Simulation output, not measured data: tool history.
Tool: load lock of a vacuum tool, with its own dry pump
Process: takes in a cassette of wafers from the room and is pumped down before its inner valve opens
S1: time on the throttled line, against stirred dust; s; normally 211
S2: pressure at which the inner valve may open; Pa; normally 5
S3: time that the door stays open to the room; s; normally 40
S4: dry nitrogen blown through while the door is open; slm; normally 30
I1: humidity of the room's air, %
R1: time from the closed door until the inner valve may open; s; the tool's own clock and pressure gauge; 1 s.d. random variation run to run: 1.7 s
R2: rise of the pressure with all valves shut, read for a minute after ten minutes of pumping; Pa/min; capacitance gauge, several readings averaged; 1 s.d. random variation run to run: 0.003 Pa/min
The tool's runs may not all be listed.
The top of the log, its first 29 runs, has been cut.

run 30 hour=2698.5 | S1=211 S2=9 S3=83 S4=30 | I1=47.0 | R1=275.8 R2=0.017
run 31 hour=2754.5 | S1=215 S2=5 S3=40 S4=7 | I1=44.8 | R1=286.5 R2=0.028
run 32 hour=2836.4 | S1=215 S2=5 S3=40 S4=7 | I1=45.0 | R1=286.0 R2=0.027
run 33 hour=2954.3 | S1=215 S2=5 S3=27 S4=7 | I1=46.3 | R1=283.6 R2=0.021
run 34 hour=3067.4 | S1=215 S2=5 S3=27 S4=7 | I1=42.0 | R1=288.7 R2=0.017
run 35 hour=3185.8 | S1=215 S2=5 S3=27 S4=7 | I1=43.5 | R1=285.5 R2=0.018
run 36 hour=3285.8 | S1=215 S2=5 S3=27 S4=7 | I1=44.1 | R1=285.0 R2=0.021
run 37 hour=3357.0 | S1=215 S2=5 S3=27 S4=7 | I1=46.2 | R1=285.3 R2=0.029
run 38 hour=3434.5 | S1=215 S2=5 S3=27 S4=7 | I1=42.7 | R1=285.1 R2=0.017

Each row is a separate what-if for the run after 38, all from the same tool condition, not one after another. Results?
run A hour=3528.5 | S1=215 S2=5 S3=177 S4=13 | I1=42.0 | R1=? R2=?
run B hour=3528.5 | S1=138 S2=8 S3=27 S4=20 | I1=43.0 | R1=? R2=?
run C hour=3528.5 | S1=152 S2=5 S3=35 S4=7 | I1=47.9 | R1=? R2=?

run=A R1=283.0 R2=0.038
run=B R1=210.3 R2=0.013
run=C R1=229.2 R2=0.031
Without the tool's hidden state the same runs would have given:
run=A R1=282.9 R2=0.038
run=B R1=210.2 R2=0.013
run=C R1=229.1 R2=0.031

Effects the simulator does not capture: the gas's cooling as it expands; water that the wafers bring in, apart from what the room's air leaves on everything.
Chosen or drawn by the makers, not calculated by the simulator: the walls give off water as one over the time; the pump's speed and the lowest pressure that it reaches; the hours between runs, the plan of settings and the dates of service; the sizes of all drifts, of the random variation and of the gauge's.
